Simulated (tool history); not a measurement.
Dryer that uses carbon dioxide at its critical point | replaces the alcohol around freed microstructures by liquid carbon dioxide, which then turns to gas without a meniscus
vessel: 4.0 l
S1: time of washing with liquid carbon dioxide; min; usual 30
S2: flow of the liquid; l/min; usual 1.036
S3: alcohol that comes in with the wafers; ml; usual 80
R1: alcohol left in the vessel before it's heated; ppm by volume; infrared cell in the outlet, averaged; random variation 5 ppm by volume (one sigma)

Run 1, hour 0.0: usual settings. Result: R1 106 ppm by volume.
Run 2, hour 48.9: usual settings. Result: R1 105 ppm by volume.
Run 3, hour 102.5: usual settings. Result: R1 116 ppm by volume.
Run 4, hour 140.2: usual settings. Result: R1 116 ppm by volume.
Run 5, hour 199.7: usual settings. Result: R1 124 ppm by volume.
Run 6, hour 228.5: usual settings but S2 0.630 l/min. Result: R1 433 ppm by volume.
Run 7, hour 272.1: usual settings but S2 0.630 l/min. Result: R1 437 ppm by volume.
Run 8, hour 317.7: usual settings. Result: R1 140 ppm by volume.
Run 9, hour 349.1: usual settings. Result: R1 137 ppm by volume.
Run 10, hour 409.8: usual settings but S1 34 min. Result: R1 137 ppm by volume.
Run 11, hour 436.1: usual settings but S1 34 min. Result: R1 140 ppm by volume.
Run 12, hour 492.5: usual settings but S2 0.920 l/min. Result: R1 187 ppm by volume.
Run 13, hour 535.4: usual settings but S2 1.150 l/min. Result: R1 146 ppm by volume.
Run 14, hour 580.5: usual settings. Result: R1 182 ppm by volume.
Run 15, hour 643.4: usual settings but S1 24 min, S2 1.630 l/min, S3 63 ml. Result: R1 163 ppm by volume.
At hour 695.4: purifier's bed changed.
Run 16, hour 701.9: usual settings but S1 25 min, S3 33 ml. Result: R1 47 ppm by volume.
Run 17, hour 760.5: usual settings but S1 48 min, S2 0.820 l/min, S3 63 ml. Result: R1 26 ppm by volume.
Run 18, hour 813.8: usual settings but S1 48 min, S2 0.820 l/min, S3 63 ml. Result: R1 25 ppm by volume.
Run 19, hour 842.4: usual settings but S2 1.350 l/min, S3 26 ml. Result: R1 25 ppm by volume.
Run 20, hour 882.3: usual settings but S2 1.350 l/min, S3 26 ml. Result: R1 30 ppm by volume.
Run 21, hour 919.4: usual settings but S1 25 min, S2 1.460 l/min, S3 57 ml. Result: R1 44 ppm by volume.
Run 22, hour 955.2: usual settings but S1 25 min, S2 1.460 l/min, S3 57 ml. Result: R1 53 ppm by volume.
Run 23, hour 998.0: usual settings but S1 25 min, S2 0.690 l/min, S3 34 ml. Result: R1 327 ppm by volume.
At hour 1024.5: inlet filter changed.
Run 24, hour 1053.7: usual settings but S1 28 min, S2 1.680 l/min, S3 34 ml. Result: R1 44 ppm by volume.
Run 25, hour 1116.8: usual settings but S1 20 min, S3 20 ml. Result: R1 98 ppm by volume.
Run 26, hour 1172.7: usual settings but S1 25 min, S2 1.120 l/min, S3 25 ml. Result: R1 60 ppm by volume.
Run 27, hour 1215.8: usual settings but S3 113 ml. Result: R1 91 ppm by volume.

4 ways to go on from here, each from the tool as it stands after run 27. What would each give?
Run A, hour 1277.5: usual settings but S1 39 min, S2 1.500 l/min. Result: R1 ?.
Run B, hour 1277.5: usual settings but S1 28 min, S2 0.790 l/min, S3 64 ml. Result: R1 ?.
Run C, hour 1277.5: usual settings but S1 38 min, S2 1.040 l/min, S3 54 ml. Result: R1 ?.
Run D, hour 1277.5: usual settings but S1 31 min, S2 1.430 l/min, S3 63 ml. Result: R1 ?.

run   R1
  A   66
  B  191
  C   72
  D   64
Without the tool's hidden state the same runs would have given:
run   R1
  A    2
  B  106
  C    7
  D    1
